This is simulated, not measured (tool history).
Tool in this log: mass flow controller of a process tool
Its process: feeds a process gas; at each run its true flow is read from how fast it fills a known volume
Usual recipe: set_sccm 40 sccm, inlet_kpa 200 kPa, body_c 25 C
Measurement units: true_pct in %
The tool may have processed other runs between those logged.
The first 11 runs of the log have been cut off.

run	hour	set_sccm	inlet_kpa	body_c	true_pct
12	2615.6	40	200	39	99.09
13	2848.5	94	200	25	99.51
# hour 3038.0: controller exchanged for a calibrated one
14	3068.6	94	200	25	99.51
15	3206.0	36	200	25	97.56
16	3474.3	36	200	25	97.54
17	3630.0	40	200	25	97.69
18	3891.6	40	200	25	97.77
19	4144.7	14	250	31	97.66
20	4292.5	14	250	31	97.43

Run 21 has not been measured yet. What should we expect?
21	4536.5	14	160	20	?

Run 21 measured true_pct 96.02 %.
If the tool had no hidden condition, the same run with the same run-to-run variation would have returned true_pct 96.35 %.
